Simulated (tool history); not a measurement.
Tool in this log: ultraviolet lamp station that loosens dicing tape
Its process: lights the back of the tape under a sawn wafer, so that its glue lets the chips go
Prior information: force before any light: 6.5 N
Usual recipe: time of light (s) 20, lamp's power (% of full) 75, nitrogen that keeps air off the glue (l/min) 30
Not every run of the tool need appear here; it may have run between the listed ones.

run	hour	time of light (s)	lamp's power (% of full)	nitrogen that keeps air off the glue (l/min)	force that peels the tape off (N)	light that reached the tape (mJ/cm²)
1	0	20	75	30	0.85	400
2	50.1	20	75	30	0.879	398
3	112.5	27	75	30	0.428	534
4	171.1	20	68	30	0.963	361
5	210.9	20	75	14	1.243	392
6	241.2	20	75	10	1.379	397
7	296.1	20	75	10	1.374	393
8	332.5	21	75	30	0.772	413
9	382.1	20	75	30	0.815	397
10	409.8	20	88	30	0.598	464
11	448.3	20	88	30	0.61	467
12	477.4	20	88	30	0.615	468
13	505.9	20	88	30	0.604	461
14	544.7	20	75	11	1.36	393
15	597.8	20	75	11	1.325	398
16	637.2	20	75	30	0.839	394
17	683.1	27	75	18	0.583	532
18	742.9	27	75	11	0.78	526
19	805	23	75	23	0.719	454
20	858	20	69	30	0.968	366
21	886.2	20	69	30	0.966	365
22	912.9	12	93	15	1.818	289
23	967.2	12	93	15	1.849	294
24	993.9	21	77	14	1.058	424
25	1036.1	21	77	14	1.079	425
26	1099.6	26	67	11	1.065	462

Branching from run 26: 5 alternative next runs. What would each branch give?
A	1160	18	94	32	?	?
B	1160	26	67	16	?	?
C	1160	24	72	30	?	?
D	1160	37	67	12	?	?
E	1160	12	75	60	?	?

run	force that peels the tape off (N)	light that reached the tape (mJ/cm²)
A	0.651	452
B	0.862	461
C	0.617	460
D	0.491	655
E	1.504	238
Without the tool's hidden state the same runs would have given:
run	force that peels the tape off (N)	light that reached the tape (mJ/cm²)
A	0.647	453
B	0.858	462
C	0.614	461
D	0.489	656
E	1.499	238

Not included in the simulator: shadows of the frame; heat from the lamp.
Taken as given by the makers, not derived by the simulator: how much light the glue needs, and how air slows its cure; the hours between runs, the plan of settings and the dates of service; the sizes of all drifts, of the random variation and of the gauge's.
